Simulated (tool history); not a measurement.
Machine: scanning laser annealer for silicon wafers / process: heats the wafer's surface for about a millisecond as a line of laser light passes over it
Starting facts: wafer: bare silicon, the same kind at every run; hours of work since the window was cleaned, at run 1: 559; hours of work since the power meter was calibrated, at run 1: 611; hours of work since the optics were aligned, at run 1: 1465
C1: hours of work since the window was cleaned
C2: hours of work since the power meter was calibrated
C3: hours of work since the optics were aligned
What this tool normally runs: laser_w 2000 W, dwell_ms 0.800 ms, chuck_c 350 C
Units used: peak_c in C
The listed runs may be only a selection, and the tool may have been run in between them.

{"run": 1, "hour": 0.0, "laser_w": 2000, "dwell_ms": 0.8, "chuck_c": 350, "C1": 559, "C2": 611, "C3": 1465, "peak_c": 1116}
{"run": 2, "hour": 48.8, "laser_w": 2000, "dwell_ms": 0.8, "chuck_c": 350, "C1": 580, "C2": 632, "C3": 1486, "peak_c": 1117}
{"run": 3, "hour": 94.4, "laser_w": 2000, "dwell_ms": 0.8, "chuck_c": 352, "C1": 599, "C2": 651, "C3": 1505, "peak_c": 1115}
{"hour": 101.1, "done": "window over the wafer cleaned"}
{"run": 4, "hour": 124.0, "laser_w": 2000, "dwell_ms": 0.8, "chuck_c": 352, "C1": 9, "C2": 662, "C3": 1516, "peak_c": 1107}
{"run": 5, "hour": 162.2, "laser_w": 2000, "dwell_ms": 0.8, "chuck_c": 352, "C1": 25, "C2": 678, "C3": 1532, "peak_c": 1107}
{"run": 6, "hour": 186.4, "laser_w": 1720, "dwell_ms": 0.8, "chuck_c": 389, "C1": 35, "C2": 688, "C3": 1542, "peak_c": 1022}
{"hour": 198.6, "done": "window over the wafer cleaned, once more"}
{"run": 7, "hour": 222.0, "laser_w": 1720, "dwell_ms": 0.8, "chuck_c": 389, "C1": 10, "C2": 702, "C3": 1556, "peak_c": 1062}
{"run": 8, "hour": 272.0, "laser_w": 2170, "dwell_ms": 0.765, "chuck_c": 389, "C1": 30, "C2": 723, "C3": 1577, "peak_c": 1251}
{"run": 9, "hour": 312.7, "laser_w": 2000, "dwell_ms": 0.564, "chuck_c": 350, "C1": 47, "C2": 739, "C3": 1593, "peak_c": 1029}
{"run": 10, "hour": 338.9, "laser_w": 1777, "dwell_ms": 0.81, "chuck_c": 379, "C1": 58, "C2": 750, "C3": 1604, "peak_c": 1080}

What differs in the tool's unlogged condition from the final listed run ahead of each entry between runs to the first listed run following it?
Between runs 3 and 4: window over the wafer cleaned (hour 101.1)
  light that passes the window, % of a clean one's: 95.85 -> 94.71; laser's true power over the reading, %: 0.25 -> 0.26; width of the line over the set one, %: 1.2 -> 1.21
  what was measured, less what the result would be without the hidden state, peak_c: -43 -> -54 C
Between runs 6 and 7: window over the wafer cleaned, once more (hour 198.6)
  light that passes the window, % of a clean one's: 94.55 -> 99.81; laser's true power over the reading, %: 0.26 -> 0.27; width of the line over the set one, %: 1.23 -> 1.24
  what was measured, less what the result would be without the hidden state, peak_c: -47 -> -6 C
